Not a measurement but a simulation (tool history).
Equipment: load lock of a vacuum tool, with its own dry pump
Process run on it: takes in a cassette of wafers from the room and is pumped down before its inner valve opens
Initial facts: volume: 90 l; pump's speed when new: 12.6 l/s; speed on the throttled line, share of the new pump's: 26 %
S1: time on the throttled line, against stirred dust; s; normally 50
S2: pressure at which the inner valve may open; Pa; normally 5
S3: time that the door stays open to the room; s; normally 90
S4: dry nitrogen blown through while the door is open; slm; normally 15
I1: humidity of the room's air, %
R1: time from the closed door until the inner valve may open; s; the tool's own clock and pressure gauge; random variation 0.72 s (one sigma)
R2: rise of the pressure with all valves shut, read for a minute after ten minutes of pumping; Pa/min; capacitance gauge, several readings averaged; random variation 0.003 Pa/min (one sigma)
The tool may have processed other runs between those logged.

{"run": 1, "day": 0.0, "S1": 50, "S2": 5, "S3": 90, "S4": 15, "I1": 45, "R1": 108.5, "R2": 0.213}
{"run": 2, "day": 5.008, "S1": 50, "S2": 5, "S3": 90, "S4": 15, "I1": 45, "R1": 109.3, "R2": 0.224}
{"run": 3, "day": 7.554, "S1": 50, "S2": 5, "S3": 90, "S4": 15, "I1": 47.6, "R1": 109.9, "R2": 0.224}
{"run": 4, "day": 9.988, "S1": 50, "S2": 5, "S3": 90, "S4": 15, "I1": 44.2, "R1": 109.6, "R2": 0.227}
{"run": 5, "day": 13.054, "S1": 50, "S2": 5, "S3": 90, "S4": 15, "I1": 44.2, "R1": 110.1, "R2": 0.242}
{"run": 6, "day": 18.004, "S1": 50, "S2": 5, "S3": 90, "S4": 15, "I1": 46.1, "R1": 109.3, "R2": 0.253}
{"run": 7, "day": 22.142, "S1": 50, "S2": 5, "S3": 90, "S4": 15, "I1": 43.2, "R1": 109.4, "R2": 0.261}
{"run": 8, "day": 25.579, "S1": 50, "S2": 5, "S3": 90, "S4": 15, "I1": 44.2, "R1": 110, "R2": 0.273}
{"run": 9, "day": 29.754, "S1": 50, "S2": 5, "S3": 90, "S4": 44, "I1": 45.2, "R1": 110.1, "R2": 0.272}
{"run": 10, "day": 35.292, "S1": 50, "S2": 5, "S3": 90, "S4": 44, "I1": 42.8, "R1": 109.1, "R2": 0.285}
{"run": 11, "day": 39.921, "S1": 50, "S2": 5, "S3": 90, "S4": 44, "I1": 44.9, "R1": 110, "R2": 0.293}
{"run": 12, "day": 45.458, "S1": 50, "S2": 5, "S3": 90, "S4": 44, "I1": 43.6, "R1": 108.7, "R2": 0.314}
{"run": 13, "day": 49.179, "S1": 50, "S2": 5, "S3": 90, "S4": 44, "I1": 46.3, "R1": 110.2, "R2": 0.329}
{"run": 14, "day": 51.671, "S1": 50, "S2": 5, "S3": 90, "S4": 44, "I1": 44.6, "R1": 109.2, "R2": 0.325}
{"run": 15, "day": 54.038, "S1": 50, "S2": 5, "S3": 90, "S4": 44, "I1": 45.8, "R1": 109.2, "R2": 0.336}
{"run": 16, "day": 58.75, "S1": 50, "S2": 5, "S3": 90, "S4": 15, "I1": 45.5, "R1": 111, "R2": 0.349}
{"run": 17, "day": 62.267, "S1": 50, "S2": 5, "S3": 90, "S4": 15, "I1": 43.4, "R1": 110.8, "R2": 0.364}
{"run": 18, "day": 67.925, "S1": 50, "S2": 5, "S3": 63, "S4": 15, "I1": 45.9, "R1": 109.8, "R2": 0.377}
{"run": 19, "day": 72.054, "S1": 50, "S2": 5, "S3": 63, "S4": 15, "I1": 42.3, "R1": 110.5, "R2": 0.381}
{"run": 20, "day": 76.483, "S1": 50, "S2": 8, "S3": 42, "S4": 11, "I1": 44.3, "R1": 106.5, "R2": 0.407}
{"run": 21, "day": 80.696, "S1": 50, "S2": 8, "S3": 42, "S4": 11, "I1": 43.3, "R1": 106, "R2": 0.425}
{"run": 22, "day": 83.308, "S1": 57, "S2": 8, "S3": 94, "S4": 11, "I1": 47.1, "R1": 111.3, "R2": 0.421}
{"run": 23, "day": 86.979, "S1": 57, "S2": 8, "S3": 94, "S4": 34, "I1": 44.1, "R1": 112.6, "R2": 0.432}
{"run": 24, "day": 92.579, "S1": 40, "S2": 5, "S3": 41, "S4": 12, "I1": 47.7, "R1": 102.7, "R2": 0.449}
{"run": 25, "day": 96.05, "S1": 40, "S2": 5, "S3": 41, "S4": 12, "I1": 45.1, "R1": 103.4, "R2": 0.453}
{"run": 26, "day": 99.246, "S1": 40, "S2": 5, "S3": 41, "S4": 12, "I1": 46.8, "R1": 104.5, "R2": 0.465}
{"run": 27, "day": 104.95, "S1": 45, "S2": 8, "S3": 102, "S4": 18, "I1": 45.4, "R1": 102.6, "R2": 0.492}
{"run": 28, "day": 110.058, "S1": 38, "S2": 5, "S3": 117, "S4": 15, "I1": 46.5, "R1": 102.4, "R2": 0.518}
{"run": 29, "day": 115.488, "S1": 50, "S2": 5, "S3": 90, "S4": 13, "I1": 47.1, "R1": 111.3, "R2": 0.53}
{"day": 119.725, "done": "door's seal changed, seat wiped"}
{"run": 30, "day": 121.275, "S1": 50, "S2": 5, "S3": 52, "S4": 14, "I1": 46.5, "R1": 110.2, "R2": 0.018}
{"run": 31, "day": 125.671, "S1": 50, "S2": 5, "S3": 52, "S4": 14, "I1": 47.3, "R1": 110.3, "R2": 0.017}
{"run": 32, "day": 131.212, "S1": 50, "S2": 5, "S3": 42, "S4": 26, "I1": 40.9, "R1": 110, "R2": 0.017}
{"run": 33, "day": 135.438, "S1": 50, "S2": 5, "S3": 42, "S4": 26, "I1": 43.4, "R1": 111.1, "R2": 0.016}
{"run": 34, "day": 139.45, "S1": 50, "S2": 5, "S3": 42, "S4": 26, "I1": 44.3, "R1": 111.4, "R2": 0.029}
{"run": 35, "day": 143.4, "S1": 50, "S2": 5, "S3": 42, "S4": 26, "I1": 40.2, "R1": 111, "R2": 0.026}
{"run": 36, "day": 147.875, "S1": 50, "S2": 5, "S3": 42, "S4": 26, "I1": 46, "R1": 111.8, "R2": 0.025}
{"run": 37, "day": 153.392, "S1": 63, "S2": 6, "S3": 44, "S4": 42, "I1": 46.3, "R1": 119.1, "R2": 0.033}

Difference, measured minus no-hidden-state, one row per run. Run-to-run variation is common to both terms; the gauge's own scatter need not be:
The tool's hidden condition here consists of: pump's speed, % of a new pump's; leak at the door's seal, Pa l/s; drift of the gauge itself on ready_s, %; drift of the gauge itself on rise_pa_min, %.
run=1 R1=+0.9 R2=+0.192
run=2 R1=+1 R2=+0.205
run=3 R1=+1.1 R2=+0.21
run=4 R1=+1.1 R2=+0.215
run=5 R1=+1.1 R2=+0.224
run=6 R1=+1.2 R2=+0.236
run=7 R1=+1.3 R2=+0.246
run=8 R1=+1.4 R2=+0.258
run=9 R1=+1.4 R2=+0.267
run=10 R1=+1.5 R2=+0.277
run=11 R1=+1.6 R2=+0.29
run=12 R1=+1.6 R2=+0.306
run=13 R1=+1.7 R2=+0.322
run=14 R1=+1.7 R2=+0.321
run=15 R1=+1.7 R2=+0.327
run=16 R1=+1.9 R2=+0.337
run=17 R1=+2 R2=+0.347
run=18 R1=+2.1 R2=+0.363
run=19 R1=+2.1 R2=+0.373
run=20 R1=+2.1 R2=+0.394
run=21 R1=+2.2 R2=+0.409
run=22 R1=+2 R2=+0.403
run=23 R1=+2 R2=+0.421
run=24 R1=+2.6 R2=+0.437
run=25 R1=+2.6 R2=+0.44
run=26 R1=+2.7 R2=+0.454
run=27 R1=+2.5 R2=+0.473
run=28 R1=+2.9 R2=+0.493
run=29 R1=+2.8 R2=+0.508
run=30 R1=+2.7 R2=+0.001
run=31 R1=+2.8 R2=+0.004
run=32 R1=+2.9 R2=+0.008
run=33 R1=+3 R2=+0.011
run=34 R1=+3.1 R2=+0.014
run=35 R1=+3.1 R2=+0.018
run=36 R1=+3.2 R2=+0.021
run=37 R1=+3 R2=+0.027
